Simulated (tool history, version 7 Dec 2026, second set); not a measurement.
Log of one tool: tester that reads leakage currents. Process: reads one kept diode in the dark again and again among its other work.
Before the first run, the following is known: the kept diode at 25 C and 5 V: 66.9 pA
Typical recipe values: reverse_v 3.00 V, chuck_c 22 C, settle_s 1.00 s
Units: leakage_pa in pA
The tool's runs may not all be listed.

{"run": 1, "day": 0.0, "reverse_v": 3.0, "chuck_c": 22, "settle_s": 1.0, "leakage_pa": 43.08}
{"run": 2, "day": 3.817, "reverse_v": 3.0, "chuck_c": 22, "settle_s": 1.0, "leakage_pa": 43.27}
{"run": 3, "day": 7.45, "reverse_v": 3.0, "chuck_c": 22, "settle_s": 1.13, "leakage_pa": 42.93}
{"run": 4, "day": 11.221, "reverse_v": 3.0, "chuck_c": 22, "settle_s": 1.13, "leakage_pa": 43.04}
{"run": 5, "day": 13.767, "reverse_v": 3.0, "chuck_c": 22, "settle_s": 1.0, "leakage_pa": 43.0}
{"run": 6, "day": 16.208, "reverse_v": 3.0, "chuck_c": 22, "settle_s": 1.0, "leakage_pa": 43.14}
{"run": 7, "day": 18.212, "reverse_v": 3.0, "chuck_c": 29, "settle_s": 1.0, "leakage_pa": 73.62}
{"run": 8, "day": 21.154, "reverse_v": 3.0, "chuck_c": 22, "settle_s": 8.63, "leakage_pa": 42.17}
{"run": 9, "day": 24.975, "reverse_v": 3.0, "chuck_c": 22, "settle_s": 8.63, "leakage_pa": 42.46}
{"run": 10, "day": 28.358, "reverse_v": 3.0, "chuck_c": 22, "settle_s": 8.63, "leakage_pa": 42.34}
{"run": 11, "day": 31.754, "reverse_v": 3.0, "chuck_c": 22, "settle_s": 1.0, "leakage_pa": 43.48}
{"run": 12, "day": 35.133, "reverse_v": 3.0, "chuck_c": 22, "settle_s": 1.0, "leakage_pa": 43.34}
{"run": 13, "day": 39.279, "reverse_v": 3.0, "chuck_c": 22, "settle_s": 1.0, "leakage_pa": 43.06}
{"run": 14, "day": 43.221, "reverse_v": 1.83, "chuck_c": 22, "settle_s": 1.0, "leakage_pa": 34.39}
{"run": 15, "day": 47.267, "reverse_v": 1.63, "chuck_c": 22, "settle_s": 1.0, "leakage_pa": 32.87}
{"run": 16, "day": 50.521, "reverse_v": 1.63, "chuck_c": 22, "settle_s": 1.0, "leakage_pa": 32.56}
{"run": 17, "day": 54.9, "reverse_v": 3.0, "chuck_c": 22, "settle_s": 0.3, "leakage_pa": 45.81}
{"run": 18, "day": 59.375, "reverse_v": 2.24, "chuck_c": 45, "settle_s": 0.3, "leakage_pa": 209.56}
{"run": 19, "day": 62.221, "reverse_v": 7.34, "chuck_c": 22, "settle_s": 1.19, "leakage_pa": 65.25}
{"run": 20, "day": 65.317, "reverse_v": 1.33, "chuck_c": 22, "settle_s": 0.56, "leakage_pa": 30.11}
{"run": 21, "day": 67.817, "reverse_v": 1.33, "chuck_c": 22, "settle_s": 0.56, "leakage_pa": 30.2}
{"run": 22, "day": 70.692, "reverse_v": 1.33, "chuck_c": 22, "settle_s": 0.56, "leakage_pa": 29.86}
{"run": 23, "day": 73.854, "reverse_v": 1.33, "chuck_c": 22, "settle_s": 0.56, "leakage_pa": 30.15}
{"run": 24, "day": 76.604, "reverse_v": 1.33, "chuck_c": 22, "settle_s": 0.56, "leakage_pa": 30.13}
{"run": 25, "day": 78.775, "reverse_v": 1.33, "chuck_c": 22, "settle_s": 0.56, "leakage_pa": 30.06}
{"run": 26, "day": 81.692, "reverse_v": 3.0, "chuck_c": 40, "settle_s": 0.33, "leakage_pa": 168.61}
{"run": 27, "day": 85.967, "reverse_v": 3.0, "chuck_c": 40, "settle_s": 0.33, "leakage_pa": 167.49}
{"run": 28, "day": 88.342, "reverse_v": 3.0, "chuck_c": 40, "settle_s": 0.33, "leakage_pa": 167.84}
{"run": 29, "day": 90.788, "reverse_v": 3.0, "chuck_c": 28, "settle_s": 1.0, "leakage_pa": 68.83}
{"run": 30, "day": 94.825, "reverse_v": 3.54, "chuck_c": 50, "settle_s": 7.06, "leakage_pa": 353.87}
{"run": 31, "day": 98.121, "reverse_v": 12.54, "chuck_c": 22, "settle_s": 0.52, "leakage_pa": 89.32}

Withheld: 5 entries from between the runs. Position of each, and hidden state at the listed run before versus the listed run after:
Logged between run 1 and run 2: chuck's temperature calibrated (day 3.650)
  true chuck temperature over the reading, C: -0.01 -> 0
Logged between run 13 and run 14: chuck's temperature calibrated (day 43.071)
  true chuck temperature over the reading, C: -0.01 -> 0
Logged between run 26 and run 27: chuck's temperature calibrated (day 82.533); tester calibrated (day 84.788)
  stray current of the dirty probe card, pA a volt: 0.033 -> 0.034; current scale over the true one, %: 0.01 -> 0; true chuck temperature over the reading, C: -0.01 -> 0
Logged between run 29 and run 30: probe card cleaned and baked (day 94.825)
  stray current of the dirty probe card, pA a volt: 0.034 -> 0.02
